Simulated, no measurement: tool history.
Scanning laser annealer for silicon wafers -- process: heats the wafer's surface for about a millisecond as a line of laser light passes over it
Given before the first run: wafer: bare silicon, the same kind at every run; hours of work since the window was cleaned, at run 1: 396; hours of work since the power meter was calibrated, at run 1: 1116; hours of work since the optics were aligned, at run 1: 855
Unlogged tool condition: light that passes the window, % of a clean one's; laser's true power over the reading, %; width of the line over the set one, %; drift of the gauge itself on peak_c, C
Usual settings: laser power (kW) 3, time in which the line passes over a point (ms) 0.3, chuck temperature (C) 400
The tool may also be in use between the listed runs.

run    hour  laser power (kW)  time in which the line passes over a point (ms)  chuck temperature (C)  hours of work since the window was cleaned  hours of work since the power meter was calibrated  hours of work since the optics were aligned  highest temperature of the surface (C)
  1       0                 3                                              0.3                    400                                         396                                                1116                                          855                                    1127
  2    64.9                 3                                              0.3                    367                                         440                                                1160                                          899                                    1092
  3   103.4                 3                                              0.3                    433                                         466                                                1186                                          925                                    1156
  4   170.5                 3                                              0.3                    433                                         511                                                1231                                          970                                    1152
  5   247.5                 3                                              0.3                    433                                         563                                                1283                                         1022                                    1153
  6   330.3                 3                                              0.3                    433                                         619                                                1339                                         1078                                    1149
  7   386.7                 3                                              0.3                    400                                         657                                                1377                                         1116                                    1114
  8   437.6             2.984                                              0.3                    400                                         691                                                1411                                         1150                                    1105
  9   479.2             2.607                                              0.3                    400                                         719                                                1439                                         1178                                    1024
 10   523.8                 3                                             0.23                    400                                         749                                                1469                                         1208                                    1006
        563  -- window over the wafer cleaned
 11   609.6             2.647                                             0.23                    388                                          31                                                1525                                         1264                                     950
 12   645.4                 3                                              0.3                    434                                          56                                                1550                                         1289                                    1170
 13   698.4             2.656                                             0.29                    434                                          91                                                1585                                         1324                                    1079
 14   742.4             3.159                                             0.22                    400                                         121                                                1615                                         1354                                    1041
 15   814.5             2.754                                            0.231                    400                                         170                                                1663                                         1403                                     982
 16   889.1             2.754                                            0.231                    400                                         220                                                1714                                         1453                                     975
 17   944.3             2.754                                            0.231                    400                                         257                                                1751                                         1490                                     975
 18     986                 3                                            0.267                    400                                         285                                                1779                                         1518                                    1080
 19  1037.2                 3                                            0.267                    400                                         320                                                1814                                         1553                                    1076

Run by run, hidden condition taken away, random variation retained:
run  highest temperature of the surface (C)
  1                                    1154
  2                                    1121
  3                                    1187
  4                                    1184
  5                                    1188
  6                                    1187
  7                                    1153
  8                                    1146
  9                                    1061
 10                                    1043
 11                                     962
 12                                    1186
 13                                    1095
 14                                    1057
 15                                     999
 16                                     994
 17                                     995
 18                                    1105
 19                                    1103

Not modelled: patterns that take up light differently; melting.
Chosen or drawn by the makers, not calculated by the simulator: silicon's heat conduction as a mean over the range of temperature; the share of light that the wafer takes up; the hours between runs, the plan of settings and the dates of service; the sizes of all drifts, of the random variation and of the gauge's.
